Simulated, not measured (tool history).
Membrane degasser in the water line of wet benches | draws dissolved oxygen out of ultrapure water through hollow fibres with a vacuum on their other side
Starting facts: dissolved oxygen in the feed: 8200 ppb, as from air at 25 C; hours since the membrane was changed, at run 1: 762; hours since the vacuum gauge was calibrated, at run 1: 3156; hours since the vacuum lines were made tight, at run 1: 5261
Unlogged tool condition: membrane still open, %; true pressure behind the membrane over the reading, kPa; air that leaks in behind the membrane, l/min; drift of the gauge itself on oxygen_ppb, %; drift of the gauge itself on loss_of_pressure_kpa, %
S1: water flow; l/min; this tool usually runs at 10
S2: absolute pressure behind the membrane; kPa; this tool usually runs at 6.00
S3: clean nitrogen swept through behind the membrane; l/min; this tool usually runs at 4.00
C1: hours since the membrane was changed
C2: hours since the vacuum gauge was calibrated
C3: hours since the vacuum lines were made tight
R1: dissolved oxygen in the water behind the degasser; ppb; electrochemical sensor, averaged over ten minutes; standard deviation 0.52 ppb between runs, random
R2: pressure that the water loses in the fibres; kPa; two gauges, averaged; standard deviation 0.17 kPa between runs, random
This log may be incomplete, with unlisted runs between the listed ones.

run	hour	S1	S2	S3	C1	C2	C3	R1	R2
1	0.0	10	6.00	4.00	762	3156	5261	45.4	27.69
2	149.0	10	6.00	4.00	911	3305	5410	45.5	27.66
3	322.0	10	6.00	4.00	1084	3478	5583	45.8	27.91
4	463.9	10	8.97	4.00	1226	3620	5725	66.3	27.82
# hour 487.9: seals of the vacuum lines changed
5	628.8	10	8.97	4.00	1389	3782	141	62.9	27.58
6	780.6	10	4.26	4.00	1540	3934	293	34.5	28.01
7	902.1	10	6.00	4.00	1662	4056	414	46.9	27.96
8	1046.6	10	6.00	4.00	1806	4200	559	46.1	28.06
9	1205.1	10	6.00	4.00	1965	4359	717	44.5	27.86
10	1360.7	15	7.36	4.00	2120	4514	873	116.8	41.98
11	1526.7	13	7.36	4.00	2286	4680	1039	90.1	37.10
12	1701.7	13	10.15	6.98	2461	4855	1214	89.3	36.60
13	1864.0	7	13.61	4.00	2624	5018	1376	56.5	19.88
14	2007.0	6	13.61	4.00	2767	5161	1519	46.3	16.96
15	2115.2	11	6.00	3.37	2875	5269	1627	62.1	31.09
16	2335.9	11	6.00	3.37	3096	5490	1848	61.8	30.74
17	2455.5	11	6.65	3.05	3215	5609	1968	69.4	31.03
18	2666.1	11	6.65	3.05	3426	5820	2178	71.6	31.11

What if the next run were any one of these 5? Each begins from the tool's condition after run 18:
A	2772.2	8	4.71	10.51	3532	5926	2284	?	?
B	2772.2	16	10.96	3.87	3532	5926	2284	?	?
C	2772.2	10	6.00	2.16	3532	5926	2284	?	?
D	2772.2	9	7.79	3.33	3532	5926	2284	?	?
E	2772.2	14	6.65	3.05	3532	5926	2284	?	?

run	R1	R2
A	18.0	22.69
B	172.9	45.09
C	64.7	28.16
D	54.4	25.11
E	110.6	39.41
With the hidden condition removed and each run's random variation left untouched, the same runs would have given:
run	R1	R2
A	15.5	22.19
B	160.9	44.09
C	58.0	27.53
D	49.5	24.55
E	100.4	38.54

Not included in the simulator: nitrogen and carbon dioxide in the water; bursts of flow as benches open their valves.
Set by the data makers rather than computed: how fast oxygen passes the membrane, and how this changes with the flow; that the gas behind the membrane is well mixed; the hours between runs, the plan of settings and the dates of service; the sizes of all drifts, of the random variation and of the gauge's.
